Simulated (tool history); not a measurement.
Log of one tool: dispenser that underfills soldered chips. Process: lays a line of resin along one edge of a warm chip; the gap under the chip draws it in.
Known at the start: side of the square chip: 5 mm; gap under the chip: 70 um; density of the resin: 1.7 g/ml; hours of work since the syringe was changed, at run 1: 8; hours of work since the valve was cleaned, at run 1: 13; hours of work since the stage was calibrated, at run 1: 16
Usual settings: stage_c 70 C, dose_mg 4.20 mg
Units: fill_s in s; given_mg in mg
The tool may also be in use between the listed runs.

run,hour,stage_c,dose_mg,hours of work since the syringe was changed,hours of work since the valve was cleaned,hours of work since the stage was calibrated,fill_s,given_mg
1,0.0,70,4.20,8,13,16,43.2,4.17
# hour 6.5: new syringe of resin
2,7.0,70,4.45,0,18,21,24.6,4.40
3,16.2,79,4.20,7,24,27,27.4,4.11
4,20.2,79,4.20,9,27,30,33.2,4.06
# hour 24.6: new syringe of resin
5,27.7,79,4.20,2,32,35,18.5,4.08
6,32.5,70,5.43,5,35,38,35.0,5.28
7,37.0,70,5.43,8,38,41,44.4,5.25
# hour 43.0: new syringe of resin
8,46.1,55,5.20,2,44,47,53.6,5.02
9,55.6,58,3.85,9,51,54,82.0,3.71
# hour 60.7: new syringe of resin
10,65.0,69,4.73,3,57,60,29.7,4.47
11,73.2,69,4.73,9,62,65,46.9,4.48
# hour 79.0: new syringe of resin
12,81.6,69,4.73,2,68,71,27.1,4.48
13,86.2,82,4.20,5,71,74,20.4,3.99
14,94.6,76,3.77,11,77,80,42.8,3.55

Forecast each of these 3 alternatives for the next run:
# hour 96.7: new syringe of resin
A,101.9,79,4.20,4,81,84,?,?
# hour 96.7: new syringe of resin
B,101.9,61,5.47,4,81,84,?,?
# hour 96.7: new syringe of resin
C,101.9,82,4.05,4,81,84,?,?

run,fill_s,given_mg
A,21.4,3.95
B,44.7,5.15
C,18.5,3.82
Without the tool's hidden state the same runs would have given:
run,fill_s,given_mg
A,16.5,4.21
B,34.9,5.50
C,14.2,4.08

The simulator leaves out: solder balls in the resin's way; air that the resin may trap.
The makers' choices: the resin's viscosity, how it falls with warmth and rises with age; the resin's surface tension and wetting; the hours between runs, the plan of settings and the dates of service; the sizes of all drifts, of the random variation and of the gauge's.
